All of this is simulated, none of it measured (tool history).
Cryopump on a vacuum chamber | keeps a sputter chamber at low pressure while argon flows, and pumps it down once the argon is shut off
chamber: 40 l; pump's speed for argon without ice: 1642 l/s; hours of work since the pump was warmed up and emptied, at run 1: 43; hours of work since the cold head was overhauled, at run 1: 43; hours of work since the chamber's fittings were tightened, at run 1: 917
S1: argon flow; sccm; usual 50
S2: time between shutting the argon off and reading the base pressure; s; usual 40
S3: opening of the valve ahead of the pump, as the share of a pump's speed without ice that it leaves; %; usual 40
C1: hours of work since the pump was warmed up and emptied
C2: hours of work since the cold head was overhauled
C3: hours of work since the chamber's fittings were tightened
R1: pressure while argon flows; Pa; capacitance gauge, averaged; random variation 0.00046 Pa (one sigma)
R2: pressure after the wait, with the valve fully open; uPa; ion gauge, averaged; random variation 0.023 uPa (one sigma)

run 1 day=0.000 | S1=50 S2=40 S3=40 | C1=43 C2=43 C3=917 | R1=0.1287 R2=1.05
run 2 day=2.179 | S1=50 S2=40 S3=40 | C1=74 C2=74 C3=948 | R1=0.1295 R2=1.10
run 3 day=3.633 | S1=50 S2=40 S3=40 | C1=94 C2=94 C3=969 | R1=0.1295 R2=1.16
run 4 day=5.671 | S1=50 S2=40 S3=40 | C1=123 C2=123 C3=997 | R1=0.1299 R2=1.13
run 5 day=7.200 | S1=50 S2=202 S3=40 | C1=145 C2=145 C3=1019 | R1=0.1301 R2=0.72
run 6 day=9.621 | S1=50 S2=266 S3=40 | C1=179 C2=179 C3=1053 | R1=0.1301 R2=0.70
run 7 day=11.029 | S1=50 S2=266 S3=40 | C1=199 C2=199 C3=1073 | R1=0.1315 R2=0.70
run 8 day=13.221 | S1=50 S2=266 S3=40 | C1=230 C2=230 C3=1104 | R1=0.1308 R2=0.72
run 9 day=15.683 | S1=22 S2=40 S3=40 | C1=264 C2=264 C3=1139 | R1=0.0579 R2=1.15
run 10 day=17.833 | S1=50 S2=40 S3=33 | C1=295 C2=295 C3=1169 | R1=0.1587 R2=1.24
run 11 day=19.538 | S1=50 S2=40 S3=33 | C1=319 C2=319 C3=1193 | R1=0.1580 R2=1.23
run 12 day=21.717 | S1=91 S2=40 S3=33 | C1=350 C2=350 C3=1224 | R1=0.2903 R2=1.23
run 13 day=23.458 | S1=91 S2=40 S3=33 | C1=374 C2=374 C3=1249 | R1=0.2906 R2=1.24
run 14 day=25.712 | S1=91 S2=40 S3=33 | C1=406 C2=406 C3=1280 | R1=0.2910 R2=1.29
run 15 day=26.975 | S1=50 S2=40 S3=16 | C1=424 C2=424 C3=1298 | R1=0.3259 R2=1.23
run 16 day=29.017 | S1=50 S2=78 S3=47 | C1=453 C2=453 C3=1327 | R1=0.1141 R2=1.05
run 17 day=30.642 | S1=32 S2=23 S3=39 | C1=476 C2=476 C3=1350 | R1=0.0875 R2=1.69
run 18 day=31.783 | S1=37 S2=40 S3=21 | C1=492 C2=492 C3=1366 | R1=0.1855 R2=1.29
run 19 day=33.883 | S1=37 S2=40 S3=21 | C1=521 C2=521 C3=1396 | R1=0.1843 R2=1.34
run 20 day=36.258 | S1=38 S2=39 S3=27 | C1=555 C2=555 C3=1429 | R1=0.1491 R2=1.36
run 21 day=37.658 | S1=50 S2=85 S3=17 | C1=575 C2=575 C3=1449 | R1=0.3079 R2=1.08
run 22 day=40.050 | S1=50 S2=85 S3=17 | C1=608 C2=608 C3=1483 | R1=0.3074 R2=1.05
run 23 day=42.133 | S1=50 S2=101 S3=58 | C1=638 C2=638 C3=1512 | R1=0.0942 R2=1.09

5 ways to go on from here, each from the tool as it stands after run 23. What would each give?
run A day=44.438 | S1=50 S2=205 S3=40 | C1=670 C2=670 C3=1545 | R1=? R2=?
run B day=44.438 | S1=94 S2=101 S3=30 | C1=670 C2=670 C3=1545 | R1=? R2=?
run C day=44.438 | S1=59 S2=26 S3=20 | C1=670 C2=670 C3=1545 | R1=? R2=?
run D day=44.438 | S1=36 S2=69 S3=17 | C1=670 C2=670 C3=1545 | R1=? R2=?
run E day=44.438 | S1=36 S2=101 S3=21 | C1=670 C2=670 C3=1545 | R1=? R2=?

run=A R1=0.1350 R2=0.95
run=B R1=0.3347 R2=1.13
run=C R1=0.3123 R2=1.72
run=D R1=0.2216 R2=1.19
run=E R1=0.1810 R2=1.11
Without the tool's hidden state the same runs would have given:
run=A R1=0.1281 R2=0.27
run=B R1=0.3219 R2=0.43
run=C R1=0.3042 R2=1.02
run=D R1=0.2167 R2=0.49
run=E R1=0.1760 R2=0.41
